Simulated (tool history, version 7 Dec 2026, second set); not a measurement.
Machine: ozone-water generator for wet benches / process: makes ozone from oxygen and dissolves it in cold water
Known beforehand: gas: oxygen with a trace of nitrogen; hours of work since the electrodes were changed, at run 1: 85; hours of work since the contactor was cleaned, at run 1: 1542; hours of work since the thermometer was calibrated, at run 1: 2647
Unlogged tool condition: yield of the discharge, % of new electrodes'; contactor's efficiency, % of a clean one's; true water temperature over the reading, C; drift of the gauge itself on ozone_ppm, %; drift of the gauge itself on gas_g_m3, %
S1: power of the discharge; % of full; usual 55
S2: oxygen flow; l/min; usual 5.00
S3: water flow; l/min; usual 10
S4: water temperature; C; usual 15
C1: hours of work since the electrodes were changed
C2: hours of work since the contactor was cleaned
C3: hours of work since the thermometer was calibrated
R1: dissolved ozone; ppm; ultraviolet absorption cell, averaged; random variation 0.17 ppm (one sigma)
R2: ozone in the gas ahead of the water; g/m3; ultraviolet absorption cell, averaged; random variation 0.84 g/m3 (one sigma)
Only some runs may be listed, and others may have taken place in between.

{"run": 1, "hour": 0.0, "S1": 55, "S2": 5.0, "S3": 10, "S4": 15, "C1": 85, "C2": 1542, "C3": 2647, "R1": 22.4, "R2": 133.0}
{"run": 2, "hour": 74.9, "S1": 55, "S2": 5.0, "S3": 10, "S4": 15, "C1": 131, "C2": 1588, "C3": 2693, "R1": 22.3, "R2": 133.1}
{"run": 3, "hour": 156.3, "S1": 55, "S2": 5.0, "S3": 10, "S4": 22, "C1": 180, "C2": 1637, "C3": 2742, "R1": 19.6, "R2": 132.9}
{"run": 4, "hour": 216.0, "S1": 55, "S2": 5.0, "S3": 10, "S4": 15, "C1": 216, "C2": 1673, "C3": 2778, "R1": 22.4, "R2": 133.8}
{"run": 5, "hour": 280.0, "S1": 55, "S2": 5.0, "S3": 10, "S4": 9, "C1": 255, "C2": 1712, "C3": 2817, "R1": 24.8, "R2": 132.7}
{"run": 6, "hour": 389.5, "S1": 55, "S2": 5.0, "S3": 10, "S4": 9, "C1": 322, "C2": 1779, "C3": 2884, "R1": 24.7, "R2": 132.2}
{"run": 7, "hour": 482.3, "S1": 55, "S2": 5.0, "S3": 10, "S4": 9, "C1": 378, "C2": 1835, "C3": 2940, "R1": 24.9, "R2": 133.0}
{"run": 8, "hour": 533.5, "S1": 55, "S2": 5.0, "S3": 10, "S4": 9, "C1": 409, "C2": 1866, "C3": 2971, "R1": 24.7, "R2": 131.8}
{"run": 9, "hour": 600.5, "S1": 55, "S2": 5.0, "S3": 10, "S4": 15, "C1": 450, "C2": 1907, "C3": 3012, "R1": 22.0, "R2": 133.0}
{"run": 10, "hour": 689.5, "S1": 55, "S2": 5.0, "S3": 10, "S4": 15, "C1": 504, "C2": 1961, "C3": 3066, "R1": 22.2, "R2": 131.7}
{"run": 11, "hour": 775.8, "S1": 55, "S2": 5.0, "S3": 10, "S4": 15, "C1": 556, "C2": 2013, "C3": 3118, "R1": 22.0, "R2": 131.0}
{"run": 12, "hour": 868.0, "S1": 55, "S2": 5.0, "S3": 10, "S4": 12, "C1": 612, "C2": 2069, "C3": 3174, "R1": 22.8, "R2": 132.6}
{"run": 13, "hour": 971.9, "S1": 55, "S2": 5.0, "S3": 10, "S4": 12, "C1": 675, "C2": 2133, "C3": 3238, "R1": 23.3, "R2": 130.7}
{"run": 14, "hour": 1065.7, "S1": 55, "S2": 5.0, "S3": 10, "S4": 11, "C1": 732, "C2": 2190, "C3": 3295, "R1": 23.4, "R2": 129.9}
{"run": 15, "hour": 1167.2, "S1": 60, "S2": 5.0, "S3": 10, "S4": 15, "C1": 794, "C2": 2251, "C3": 3356, "R1": 22.8, "R2": 137.7}
{"run": 16, "hour": 1261.6, "S1": 55, "S2": 5.0, "S3": 10, "S4": 15, "C1": 851, "C2": 2308, "C3": 3413, "R1": 21.6, "R2": 130.5}
{"run": 17, "hour": 1329.8, "S1": 55, "S2": 5.0, "S3": 10, "S4": 15, "C1": 893, "C2": 2350, "C3": 3455, "R1": 21.5, "R2": 130.3}
{"run": 18, "hour": 1403.9, "S1": 47, "S2": 5.0, "S3": 11, "S4": 15, "C1": 938, "C2": 2395, "C3": 3500, "R1": 18.6, "R2": 119.6}
{"run": 19, "hour": 1508.7, "S1": 55, "S2": 5.33, "S3": 8, "S4": 15, "C1": 1002, "C2": 2459, "C3": 3564, "R1": 24.3, "R2": 124.7}
{"run": 20, "hour": 1604.0, "S1": 55, "S2": 5.33, "S3": 8, "S4": 15, "C1": 1059, "C2": 2516, "C3": 3621, "R1": 24.3, "R2": 123.9}
{"run": 21, "hour": 1708.6, "S1": 55, "S2": 5.33, "S3": 8, "S4": 15, "C1": 1123, "C2": 2580, "C3": 3685, "R1": 24.1, "R2": 123.5}
{"run": 22, "hour": 1795.6, "S1": 43, "S2": 5.54, "S3": 7, "S4": 7, "C1": 1176, "C2": 2633, "C3": 3738, "R1": 26.7, "R2": 106.8}
{"hour": 1808.8, "done": "contactor cleaned"}
{"run": 23, "hour": 1854.5, "S1": 55, "S2": 5.0, "S3": 11, "S4": 15, "C1": 1209, "C2": 28, "C3": 3771, "R1": 19.5, "R2": 127.8}
{"run": 24, "hour": 1911.4, "S1": 55, "S2": 5.0, "S3": 11, "S4": 15, "C1": 1244, "C2": 62, "C3": 3806, "R1": 19.4, "R2": 128.5}
{"hour": 2017.0, "done": "water thermometer calibrated"}
{"run": 25, "hour": 2017.0, "S1": 55, "S2": 7.8, "S3": 10, "S4": 11, "C1": 1308, "C2": 126, "C3": 0, "R1": 20.1, "R2": 97.8}
{"run": 26, "hour": 2097.6, "S1": 45, "S2": 7.56, "S3": 6, "S4": 21, "C1": 1356, "C2": 175, "C3": 49, "R1": 18.5, "R2": 90.1}
{"run": 27, "hour": 2176.7, "S1": 45, "S2": 7.56, "S3": 6, "S4": 18, "C1": 1405, "C2": 223, "C3": 97, "R1": 19.9, "R2": 89.3}
{"hour": 2190.9, "done": "contactor cleaned, once more"}
{"run": 28, "hour": 2262.8, "S1": 63, "S2": 2.97, "S3": 6, "S4": 15, "C1": 1454, "C2": 44, "C3": 147, "R1": 35.6, "R2": 189.9}
{"run": 29, "hour": 2346.8, "S1": 63, "S2": 3.05, "S3": 6, "S4": 8, "C1": 1505, "C2": 95, "C3": 198, "R1": 40.4, "R2": 187.4}
{"run": 30, "hour": 2450.3, "S1": 99, "S2": 6.7, "S3": 11, "S4": 7, "C1": 1568, "C2": 158, "C3": 261, "R1": 30.0, "R2": 139.8}
{"run": 31, "hour": 2561.7, "S1": 99, "S2": 3.58, "S3": 11, "S4": 18, "C1": 1636, "C2": 225, "C3": 328, "R1": 27.5, "R2": 207.5}
{"run": 32, "hour": 2670.3, "S1": 99, "S2": 5.69, "S3": 6, "S4": 18, "C1": 1702, "C2": 291, "C3": 394, "R1": 34.5, "R2": 155.2}

4 ways to go on from here, each from the tool as it stands after run 32. What would each give?
{"run": "A", "hour": 2722.7, "S1": 70, "S2": 4.31, "S3": 10, "S4": 8, "C1": 1734, "C2": 323, "C3": 426, "R1": "?", "R2": "?"}
{"run": "B", "hour": 2722.7, "S1": 55, "S2": 2.99, "S3": 10, "S4": 12, "C1": 1734, "C2": 323, "C3": 426, "R1": "?", "R2": "?"}
{"run": "C", "hour": 2722.7, "S1": 99, "S2": 5.56, "S3": 12, "S4": 8, "C1": 1734, "C2": 323, "C3": 426, "R1": "?", "R2": "?"}
{"run": "D", "hour": 2722.7, "S1": 45, "S2": 5.69, "S3": 6, "S4": 22, "C1": 1734, "C2": 323, "C3": 426, "R1": "?", "R2": "?"}

run=A R1=28.4 R2=155.1
run=B R1=24.9 R2=178.3
run=C R1=28.2 R2=157.2
run=D R1=20.8 R2=105.0
Without the tool's hidden state the same runs would have given:
run=A R1=30.5 R2=165.7
run=B R1=26.5 R2=188.9
run=C R1=30.7 R2=169.9
run=D R1=22.0 R2=110.5
